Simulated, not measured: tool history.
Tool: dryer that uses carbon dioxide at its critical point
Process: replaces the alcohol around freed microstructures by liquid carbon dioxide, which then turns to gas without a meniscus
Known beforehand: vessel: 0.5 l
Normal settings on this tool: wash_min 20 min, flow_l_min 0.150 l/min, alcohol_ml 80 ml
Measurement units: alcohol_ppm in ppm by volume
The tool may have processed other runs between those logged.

{"run": 1, "hour": 0.0, "wash_min": 20, "flow_l_min": 0.15, "alcohol_ml": 80, "alcohol_ppm": 814}
{"run": 2, "hour": 15.2, "wash_min": 30, "flow_l_min": 0.15, "alcohol_ml": 80, "alcohol_ppm": 76}
{"run": 3, "hour": 29.9, "wash_min": 20, "flow_l_min": 0.189, "alcohol_ml": 80, "alcohol_ppm": 231}
{"run": 4, "hour": 47.7, "wash_min": 20, "flow_l_min": 0.189, "alcohol_ml": 80, "alcohol_ppm": 245}
{"run": 5, "hour": 64.9, "wash_min": 20, "flow_l_min": 0.189, "alcohol_ml": 80, "alcohol_ppm": 242}
{"run": 6, "hour": 81.4, "wash_min": 20, "flow_l_min": 0.127, "alcohol_ml": 80, "alcohol_ppm": 1866}
{"run": 7, "hour": 99.0, "wash_min": 20, "flow_l_min": 0.127, "alcohol_ml": 80, "alcohol_ppm": 1906}
{"run": 8, "hour": 113.4, "wash_min": 20, "flow_l_min": 0.15, "alcohol_ml": 35, "alcohol_ppm": 403}
{"run": 9, "hour": 131.7, "wash_min": 20, "flow_l_min": 0.096, "alcohol_ml": 107, "alcohol_ppm": 7402}
{"run": 10, "hour": 148.8, "wash_min": 19, "flow_l_min": 0.15, "alcohol_ml": 42, "alcohol_ppm": 617}
{"run": 11, "hour": 158.0, "wash_min": 20, "flow_l_min": 0.15, "alcohol_ml": 66, "alcohol_ppm": 777}
{"run": 12, "hour": 168.6, "wash_min": 29, "flow_l_min": 0.15, "alcohol_ml": 22, "alcohol_ppm": 61}
{"run": 13, "hour": 185.8, "wash_min": 20, "flow_l_min": 0.143, "alcohol_ml": 80, "alcohol_ppm": 1166}
{"run": 14, "hour": 194.3, "wash_min": 20, "flow_l_min": 0.143, "alcohol_ml": 80, "alcohol_ppm": 1188}
{"run": 15, "hour": 207.8, "wash_min": 27, "flow_l_min": 0.143, "alcohol_ml": 63, "alcohol_ppm": 212}
{"run": 16, "hour": 220.0, "wash_min": 27, "flow_l_min": 0.143, "alcohol_ml": 63, "alcohol_ppm": 193}

Alternative continuations, all from the tool just after run 16; predict every row:
{"run": "A", "hour": 233.7, "wash_min": 17, "flow_l_min": 0.229, "alcohol_ml": 42, "alcohol_ppm": "?"}
{"run": "B", "hour": 233.7, "wash_min": 21, "flow_l_min": 0.236, "alcohol_ml": 23, "alcohol_ppm": "?"}
{"run": "C", "hour": 233.7, "wash_min": 20, "flow_l_min": 0.18, "alcohol_ml": 25, "alcohol_ppm": "?"}

run=A alcohol_ppm=148
run=B alcohol_ppm=47
run=C alcohol_ppm=137
With no hidden state in the tool, these same runs would have given:
run=A alcohol_ppm=72
run=B alcohol_ppm=6
run=C alcohol_ppm=65

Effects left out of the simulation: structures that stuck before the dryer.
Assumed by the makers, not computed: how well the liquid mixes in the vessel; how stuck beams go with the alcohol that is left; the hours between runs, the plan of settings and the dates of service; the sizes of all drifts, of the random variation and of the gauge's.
